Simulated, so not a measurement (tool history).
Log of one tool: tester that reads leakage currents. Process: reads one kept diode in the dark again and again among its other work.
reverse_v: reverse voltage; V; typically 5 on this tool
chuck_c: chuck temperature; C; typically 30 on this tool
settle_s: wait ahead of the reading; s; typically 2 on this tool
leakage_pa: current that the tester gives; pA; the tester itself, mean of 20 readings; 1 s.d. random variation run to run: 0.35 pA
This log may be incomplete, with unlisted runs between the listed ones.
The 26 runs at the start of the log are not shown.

run	hour	reverse_v	chuck_c	settle_s	leakage_pa
27	3424.5	2.39	25	2	49.76
28	3497.6	1.7	59	2	483.51
29	3602.1	11.56	25	2	118.54
30	3719.9	7.92	21	3.44	69.34
31	3873.9	7.92	21	3.44	68.39
32	4033.9	5	35	1.51	150.7
# hour 4125: chuck's temperature calibrated
33	4125	2.39	45	0.48	246.02
34	4283.1	1.84	30	2	69.34
35	4357.6	1.84	34	2.8	92.8
36	4440.8	1.87	45	1.12	207.01
37	4576.2	5	27	2	93.08
38	4748.8	5.11	23	0.58	71.37
39	4915.2	1.33	45	1.48	163

Predict each of these 4 candidate next runs independently; none follows another, all start after run 39:
A	4995.3	1.33	27	1.48	?
B	4995.3	3.98	25	1.22	?
C	4995.3	1.33	45	6.36	?
D	4995.3	1.57	41	2.65	?

run	leakage_pa
A	42.58
B	68.09
C	162.22
D	132.71
Without the tool's hidden state the same runs would have given:
run	leakage_pa
A	45.17
B	69.79
C	174.92
D	142.85

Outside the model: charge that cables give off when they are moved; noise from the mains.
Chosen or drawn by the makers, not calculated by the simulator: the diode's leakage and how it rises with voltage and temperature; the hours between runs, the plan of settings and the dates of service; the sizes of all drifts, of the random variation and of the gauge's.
